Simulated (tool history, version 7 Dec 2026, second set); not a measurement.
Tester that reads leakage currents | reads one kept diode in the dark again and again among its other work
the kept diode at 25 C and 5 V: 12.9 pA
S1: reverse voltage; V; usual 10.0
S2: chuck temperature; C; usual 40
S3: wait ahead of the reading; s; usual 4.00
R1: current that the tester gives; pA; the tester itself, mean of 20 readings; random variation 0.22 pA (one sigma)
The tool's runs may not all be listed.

run	hour	S1	S2	S3	R1
1	0.0	10.0	40	4.00	76.86
2	231.9	9.1	40	4.00	75.00
# hour 437.7: probe card cleaned and baked
3	445.6	9.1	40	4.00	71.40
4	675.0	9.1	40	4.00	73.36
5	793.1	10.0	40	4.00	77.01
6	992.8	10.0	40	4.00	79.34
7	1206.8	10.0	40	4.00	81.37
8	1310.2	10.0	40	4.00	82.39
# hour 1332.1: chuck's temperature calibrated
9	1468.9	10.0	40	4.00	71.43
10	1622.9	4.1	40	4.00	47.64
11	1782.1	4.1	40	4.00	48.50
12	1948.2	10.0	40	4.00	75.55
13	2159.5	10.0	26	4.00	22.72
# hour 2350.8: tester calibrated
14	2390.7	10.0	40	4.00	80.13
15	2528.5	10.0	40	4.00	81.44
16	2764.0	13.0	40	4.00	95.15
# hour 2853.6: chuck's temperature calibrated
17	2890.3	10.0	21	4.00	14.49
18	3025.0	10.0	40	4.00	75.47
19	3143.9	10.0	40	4.00	75.74
20	3350.8	10.0	22	3.81	16.80
21	3564.8	2.5	58	0.41	181.08
22	3805.3	7.8	29	1.51	28.76
23	3928.2	12.5	48	1.00	181.25
24	4151.8	12.5	47	8.11	166.76
# hour 4364.1: chuck's temperature calibrated
25	4376.2	1.5	32	4.23	14.86
26	4599.1	10.0	24	1.82	20.67
27	4723.4	10.0	24	1.82	21.08
28	4909.9	10.0	24	1.82	21.57
29	5106.0	2.4	24	1.82	10.09
30	5299.1	17.3	28	4.00	40.86
31	5465.4	17.3	21	8.29	24.30
32	5634.4	3.1	40	3.37	47.97
33	5785.5	3.1	40	3.37	49.29
# hour 5885.7: chuck's temperature calibrated
34	5973.4	3.1	40	3.37	43.06
35	6105.7	3.1	40	3.37	43.77
36	6284.4	3.1	40	3.37	44.30
37	6401.6	7.8	37	0.37	59.25
38	6546.4	7.8	37	0.37	60.32

Hidden state or all else? Some run-to-run changes of R1, split into what the settings, what came in and random variation would give without the hidden state, and what is left for the hidden state (with any gauge scatter that isn't in both results):
The hidden state here: stray current of the dirty probe card, pA a volt; current scale over the true one, %; true chuck temperature over the reading, C; drift of the gauge itself on leakage_pa, %.
Run 16 -> 17: S1 13.0 -> 10.0, S2 40 -> 21, chuck's temperature calibrated. R1 -80.66 pA: hidden state -12.03, all else -68.63.
Run 20 -> 21: S1 10.0 -> 2.5, S2 22 -> 58, S3 3.81 -> 0.41. R1 +164.28 pA: hidden state +9.18, all else +155.10.
Run 21 -> 22: S1 2.5 -> 7.8, S2 58 -> 29, S3 0.41 -> 1.51. R1 -152.32 pA: hidden state -7.57, all else -144.75.
Run 22 -> 23: S1 7.8 -> 12.5, S2 29 -> 48, S3 1.51 -> 1.00. R1 +152.49 pA: hidden state +16.28, all else +136.21.
Run 24 -> 25: S1 12.5 -> 1.5, S2 47 -> 32, S3 8.11 -> 4.23, chuck's temperature calibrated. R1 -151.90 pA: hidden state -22.62, all else -129.28.
